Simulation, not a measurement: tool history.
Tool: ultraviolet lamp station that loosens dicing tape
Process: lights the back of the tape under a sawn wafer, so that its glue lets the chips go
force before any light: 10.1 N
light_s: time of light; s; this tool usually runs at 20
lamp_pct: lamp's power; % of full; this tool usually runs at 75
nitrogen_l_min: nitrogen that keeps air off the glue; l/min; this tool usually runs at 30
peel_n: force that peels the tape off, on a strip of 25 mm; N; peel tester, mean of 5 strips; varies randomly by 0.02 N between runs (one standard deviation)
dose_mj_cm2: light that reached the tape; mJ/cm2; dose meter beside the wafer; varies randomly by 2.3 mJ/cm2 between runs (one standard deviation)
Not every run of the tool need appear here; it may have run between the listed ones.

run   hour  light_s  lamp_pct  nitrogen_l_min  peel_n  dose_mj_cm2
  1      0       20        75              30   1.146          206
  2   16.8       20        75              30   1.149          211
  3     31       17        75              30   1.627          178
  4   47.2       17        75              30   1.641          178
  5   57.1       17        75              30   1.607          175
  6   67.2       17        75              30   1.718          180
  7   77.3       17        75              30   1.634          174
      89.2  -- window cleaned of glue's vapour
  8   94.8       17        75              30   1.748          169
  9  109.7       17        75              30   1.712          168
 10  117.6       20        83              30   1.065          218
 11  133.1       20        83              30   1.086          216
 12  142.1       20        83              30   1.126          213
 13  158.4       20        75              30   1.362          196
 14  171.9       20        75              30   1.389          190
     182.5  -- window cleaned of glue's vapour, once more
 15  189.2       20        75              30   1.143          216
 16    201       20        75              37   0.964          214
 17  218.5       20        75              18    1.62          220
 18  234.7       20        75              18   1.648          212
 19  244.5       20        75              18    1.67          214
 20  262.9       20        75              18   1.637          210
 21  280.9       20        75              25    1.32          207
 22  294.8       13        77              16    3.17          139
 23  308.2       13        81              30   2.217          151
 24  325.1       21       100              17    0.91          292
 25  342.5       21        92              17   1.127          273
 26  353.6       20        82              15   1.674          232
 27  372.9       20        82              15   1.732          226
 28  388.8       12        82              35   2.336          135
 29  396.8       29        75              14   1.024          294
 30  411.9       29        75              14   1.092          292
 31  422.5       26        77              18   1.047          271
 32  434.6       20        68              27   1.581          185
 33  453.9       23        89              28   0.667          270
 34  470.7       10        62              13   5.226           82
 35  482.2       16        79              34   1.595          169
 36  490.3       23        65              12   2.402          199
 37  502.9       13        64              30   3.248          111
 38  513.1       15        73              47   1.763          145
 39  532.1       27        75              35   0.602          265
 40  546.9       20        88              25   1.128          233
 41  556.2       37        88              30   0.214          428
 42  573.3       11        87              14   3.772          123

Here are 3 independent what-if runs from the current tool condition. What would each one return?
  A  590.8       21        91              12       ?            ?
  B  590.8       20        81              30       ?            ?
  C  590.8       33        68              30       ?            ?

run  peel_n  dose_mj_cm2
  A   1.706          246
  B   1.164          214
  C   0.569          290
What these runs would have given with no unlogged condition in the tool:
run  peel_n  dose_mj_cm2
  A   1.269          289
  B   0.825          250
  C   0.376          340
